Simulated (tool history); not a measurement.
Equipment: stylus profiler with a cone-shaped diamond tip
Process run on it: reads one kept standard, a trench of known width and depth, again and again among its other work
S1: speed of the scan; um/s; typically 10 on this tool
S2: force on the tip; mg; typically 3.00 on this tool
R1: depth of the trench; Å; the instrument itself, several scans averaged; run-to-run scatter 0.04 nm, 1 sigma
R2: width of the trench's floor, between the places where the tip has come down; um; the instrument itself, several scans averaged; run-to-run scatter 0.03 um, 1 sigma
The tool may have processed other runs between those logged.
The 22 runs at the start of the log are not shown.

| run | hour | S1 | S2 | R1 | R2 |
|---|---|---|---|---|---|
| 23 | 381.2 | 10 | 2.76 | 1008.7 | 28.19 |
|  | 395.9 | height scale calibrated on a step standard, once more |
| 24 | 395.9 | 6 | 7.20 | 1021.6 | 28.22 |
| 25 | 413.8 | 3 | 1.22 | 1006.5 | 28.23 |
| 26 | 434.0 | 2 | 4.66 | 1014.9 | 28.22 |
| 27 | 455.0 | 10 | 1.95 | 1008.3 | 28.20 |
| 28 | 471.3 | 8 | 4.70 | 1016.2 | 28.22 |
| 29 | 486.0 | 22 | 6.83 | 1020.5 | 28.17 |
| 30 | 499.2 | 3 | 3.00 | 1012.0 | 28.23 |
| 31 | 514.2 | 8 | 1.28 | 1006.8 | 28.15 |
| 32 | 529.7 | 10 | 3.86 | 1013.9 | 28.19 |
| 33 | 552.6 | 21 | 2.01 | 1008.8 | 28.10 |
| 34 | 562.4 | 3 | 1.23 | 1006.1 | 28.18 |
| 35 | 581.2 | 7 | 8.57 | 1023.1 | 28.14 |
| 36 | 593.3 | 7 | 8.57 | 1023.6 | 28.24 |
| 37 | 608.1 | 7 | 8.57 | 1022.9 | 28.20 |
| 38 | 619.5 | 5 | 2.27 | 1009.1 | 28.12 |
| 39 | 635.7 | 39 | 4.70 | 1016.5 | 28.00 |
| 40 | 647.8 | 4 | 3.69 | 1013.5 | 28.10 |
| 41 | 662.3 | 10 | 2.50 | 1010.0 | 28.08 |
| 42 | 679.8 | 6 | 7.14 | 1020.7 | 28.13 |
| 43 | 701.3 | 31 | 8.37 | 1022.5 | 28.08 |
| 44 | 712.5 | 2 | 3.07 | 1012.2 | 28.13 |
| 45 | 725.3 | 34 | 5.54 | 1017.3 | 28.07 |
| 46 | 741.6 | 34 | 5.54 | 1016.6 | 28.05 |

What if the next run were any one of these 3? Each begins from the tool's condition after run 46:
| A | 762.7 | 23 | 1.22 | ? | ? |
| B | 762.7 | 12 | 1.06 | ? | ? |
| C | 762.7 | 7 | 8.04 | ? | ? |

| run | R1 | R2 |
|---|---|---|
| A | 1005.8 | 27.95 |
| B | 1005.5 | 27.99 |
| C | 1021.8 | 28.07 |
Take away the tool's hidden state, keep each run's random variation, and the runs would have read:
| run | R1 | R2 |
|---|---|---|
| A | 1006.2 | 28.46 |
| B | 1006.0 | 28.50 |
| C | 1022.3 | 28.58 |
